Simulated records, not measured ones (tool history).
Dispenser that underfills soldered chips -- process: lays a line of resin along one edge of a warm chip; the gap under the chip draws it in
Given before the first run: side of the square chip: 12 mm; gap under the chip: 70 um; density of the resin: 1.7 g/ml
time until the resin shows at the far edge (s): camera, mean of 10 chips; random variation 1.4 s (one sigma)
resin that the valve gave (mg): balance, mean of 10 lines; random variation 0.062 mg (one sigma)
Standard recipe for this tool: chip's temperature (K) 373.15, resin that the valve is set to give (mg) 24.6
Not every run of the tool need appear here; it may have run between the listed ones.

| run | hour | chip's temperature (K) | resin that the valve is set to give (mg) | time until the resin shows at the far edge (s) | resin that the valve gave (mg) |
|---|---|---|---|---|---|
| 1 | 0.0 | 373.15 | 24.6 | 234.2 | 24.17 |
| 2 | 3.6 | 373.15 | 24.6 | 275.1 | 24.24 |
|  | 7.7 | new syringe of resin |
| 3 | 9.7 | 384.15 | 24.6 | 98.1 | 24.10 |
| 4 | 15.1 | 373.15 | 24.6 | 185.2 | 24.09 |
| 5 | 21.1 | 373.15 | 24.6 | 244.8 | 24.01 |
| 6 | 24.5 | 373.15 | 24.6 | 286.9 | 24.08 |
|  | 27.4 | new syringe of resin |
| 7 | 31.4 | 373.15 | 24.6 | 165.7 | 23.95 |
| 8 | 37.2 | 373.15 | 24.6 | 218.8 | 24.03 |
| 9 | 41.0 | 376.15 | 24.6 | 228.0 | 23.85 |
|  | 46.9 | new syringe of resin |
| 10 | 46.9 | 365.15 | 24.6 | 188.4 | 23.73 |
| 11 | 49.8 | 373.15 | 26.0 | 155.7 | 25.05 |
| 12 | 56.3 | 371.15 | 26.0 | 223.4 | 24.96 |
| 13 | 62.5 | 377.15 | 28.2 | 233.1 | 27.01 |
|  | 66.7 | new syringe of resin |
| 14 | 69.5 | 377.15 | 28.2 | 131.4 | 26.91 |
| 15 | 75.7 | 377.15 | 28.2 | 172.4 | 26.80 |
| 16 | 79.4 | 387.15 | 26.4 | 139.9 | 25.04 |
|  | 82.0 | dispensing valve cleaned and set on the balance |
|  | 87.6 | new syringe of resin |
| 17 | 87.6 | 364.15 | 27.1 | 190.0 | 26.93 |
| 18 | 90.5 | 371.15 | 31.3 | 163.0 | 31.16 |

Branching from run 18: 5 alternative next runs. What would each branch give?
| A | 94.3 | 360.15 | 31.3 | ? | ? |
| B | 94.3 | 370.15 | 23.3 | ? | ? |
| C | 94.3 | 373.15 | 22.0 | ? | ? |
| D | 94.3 | 371.15 | 24.6 | ? | ? |
| E | 94.3 | 378.15 | 25.7 | ? | ? |

| run | time until the resin shows at the far edge (s) | resin that the valve gave (mg) |
|---|---|---|
| A | 299.2 | 31.08 |
| B | 206.6 | 23.09 |
| C | 185.7 | 21.92 |
| D | 195.7 | 24.38 |
| E | 147.4 | 25.60 |
Had the tool no hidden state, the same runs would have come out as:
| run | time until the resin shows at the far edge (s) | resin that the valve gave (mg) |
|---|---|---|
| A | 227.1 | 31.29 |
| B | 156.6 | 23.25 |
| C | 140.6 | 22.06 |
| D | 148.2 | 24.54 |
| E | 111.6 | 25.77 |
